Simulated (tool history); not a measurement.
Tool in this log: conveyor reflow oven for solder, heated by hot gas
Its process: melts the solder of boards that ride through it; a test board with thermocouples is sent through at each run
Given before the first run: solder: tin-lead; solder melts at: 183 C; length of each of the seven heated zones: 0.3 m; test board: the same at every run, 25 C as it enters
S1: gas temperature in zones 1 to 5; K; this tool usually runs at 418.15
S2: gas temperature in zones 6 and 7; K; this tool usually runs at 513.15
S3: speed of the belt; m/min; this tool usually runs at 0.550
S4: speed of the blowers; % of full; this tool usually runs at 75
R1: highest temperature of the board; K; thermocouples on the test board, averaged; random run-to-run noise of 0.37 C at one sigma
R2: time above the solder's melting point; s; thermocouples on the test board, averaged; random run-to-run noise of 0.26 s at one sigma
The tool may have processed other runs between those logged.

Run 1, hour 0.0: usual settings. Result: R1 494.55 K, R2 54.9 s.
Run 2, hour 54.1: usual settings. Result: R1 494.55 K, R2 54.1 s.
Run 3, hour 104.7: usual settings. Result: R1 494.25 K, R2 54.1 s.
Run 4, hour 170.0: usual settings. Result: R1 493.35 K, R2 53.3 s.
Run 5, hour 197.7: usual settings but S1 427.15 K. Result: R1 495.25 K, R2 58.1 s.
Run 6, hour 241.4: usual settings but S1 427.15 K. Result: R1 494.45 K, R2 57.7 s.
Run 7, hour 275.1: usual settings. Result: R1 493.25 K, R2 53.6 s.
Run 8, hour 317.5: usual settings. Result: R1 493.65 K, R2 53.2 s.
Run 9, hour 369.6: usual settings. Result: R1 492.65 K, R2 53.3 s.
Run 10, hour 431.5: usual settings. Result: R1 491.95 K, R2 52.4 s.
Run 11, hour 499.9: usual settings. Result: R1 490.75 K, R2 51.2 s.
Run 12, hour 546.4: usual settings but S4 52 % of full. Result: R1 486.75 K, R2 47.3 s.
Run 13, hour 576.7: usual settings. Result: R1 495.45 K, R2 53.8 s.
Run 14, hour 613.7: usual settings. Result: R1 494.45 K, R2 53.7 s.
Run 15, hour 643.7: usual settings. Result: R1 494.05 K, R2 53.4 s.
Run 16, hour 693.0: usual settings. Result: R1 494.55 K, R2 53.1 s.
Run 17, hour 745.5: usual settings but S2 508.15 K, S4 62 % of full. Result: R1 486.15 K, R2 47.0 s.
Run 18, hour 795.5: usual settings but S1 412.15 K, S3 0.619 m/min. Result: R1 487.25 K, R2 40.5 s.
Run 19, hour 837.4: usual settings but S1 423.15 K, S2 509.15 K, S3 0.482 m/min. Result: R1 494.35 K, R2 63.9 s.
Run 20, hour 885.0: usual settings but S1 423.15 K, S2 525.15 K, S3 0.649 m/min, S4 54 % of full. Result: R1 488.25 K, R2 41.7 s.
Run 21, hour 924.0: usual settings but S3 0.603 m/min, S4 71 % of full. Result: R1 487.85 K, R2 43.7 s.
Run 22, hour 981.0: usual settings but S1 423.15 K, S2 526.15 K, S3 0.636 m/min. Result: R1 498.25 K, R2 49.4 s.
Run 23, hour 1021.6: usual settings but S2 517.15 K. Result: R1 494.15 K, R2 53.5 s.
Run 24, hour 1069.0: usual settings but S1 423.15 K, S2 526.15 K, S3 0.512 m/min, S4 86 % of full. Result: R1 507.05 K, R2 66.9 s.
Run 25, hour 1112.1: usual settings but S1 421.15 K, S4 67 % of full. Result: R1 488.35 K, R2 50.8 s.
Run 26, hour 1182.8: usual settings but S3 0.546 m/min, S4 86 % of full. Result: R1 497.45 K, R2 55.7 s.
Run 27, hour 1246.2: usual settings but S1 405.15 K, S2 525.15 K, S3 0.502 m/min, S4 85 % of full. Result: R1 509.75 K, R2 63.9 s.
Run 28, hour 1290.8: usual settings but S1 412.15 K, S3 0.547 m/min, S4 52 % of full. Result: R1 486.35 K, R2 45.3 s.
Run 29, hour 1357.3: usual settings but S1 430.15 K, S2 525.15 K, S3 0.515 m/min, S4 88 % of full. Result: R1 512.65 K, R2 70.5 s.

Not shown here: 5 entries made in the log between runs. Locate each between two listed runs and compare the hidden state at the listed run before it with the hidden state at the listed run after it:
Between runs 6 and 7: thermocouples of zones 6 and 7 changed (hour 248.1)
  heat that the gas passes to the board, % of a clean oven's: 90.4 -> 89.5; belt's true speed, % of the reading: 98.45 -> 98.42; true gas temperature in zones 6 and 7 over the reading, C: -1.23 -> -0.31
  the result without the hidden state subtracted from the measured one, R1: -2.90 -> -2.60 K; R2: -0.9 -> -1.0 s
Between runs 10 and 11: belt drive overhauled, speed set with a stopwatch (hour 498.6)
  heat that the gas passes to the board, % of a clean oven's: 85.8 -> 84.3; belt's true speed, % of the reading: 98.25 -> 100.05; true gas temperature in zones 6 and 7 over the reading, C: -0.55 -> -0.65
  the result without the hidden state subtracted from the measured one, R1: -3.90 -> -5.20 K; R2: -1.8 -> -3.8 s
Between runs 11 and 12: flux residue cleaned out of gas plates and filters (hour 533.0)
  heat that the gas passes to the board, % of a clean oven's: 84.3 -> 99.3; belt's true speed, % of the reading: 100.05 -> 100.01; true gas temperature in zones 6 and 7 over the reading, C: -0.65 -> -0.71
  the result without the hidden state subtracted from the measured one, R1: -5.20 -> -0.70 K; R2: -3.8 -> -0.6 s
Between runs 25 and 26: flux residue cleaned out of gas plates and filters (hour 1156.9)
  heat that the gas passes to the board, % of a clean oven's: 84.6 -> 98.7; belt's true speed, % of the reading: 99.39 -> 99.31; true gas temperature in zones 6 and 7 over the reading, C: -1.59 -> -1.69
  the result without the hidden state subtracted from the measured one, R1: -5.30 -> -1.60 K; R2: -3.7 -> -0.4 s
Between runs 26 and 27: thermocouples of zones 6 and 7 changed (hour 1209.7)
  heat that the gas passes to the board, % of a clean oven's: 98.7 -> 96.8; belt's true speed, % of the reading: 99.31 -> 99.24; true gas temperature in zones 6 and 7 over the reading, C: -1.69 -> 0.28
  the result without the hidden state subtracted from the measured one, R1: -1.60 -> -0.50 K; R2: -0.4 -> +0.3 s
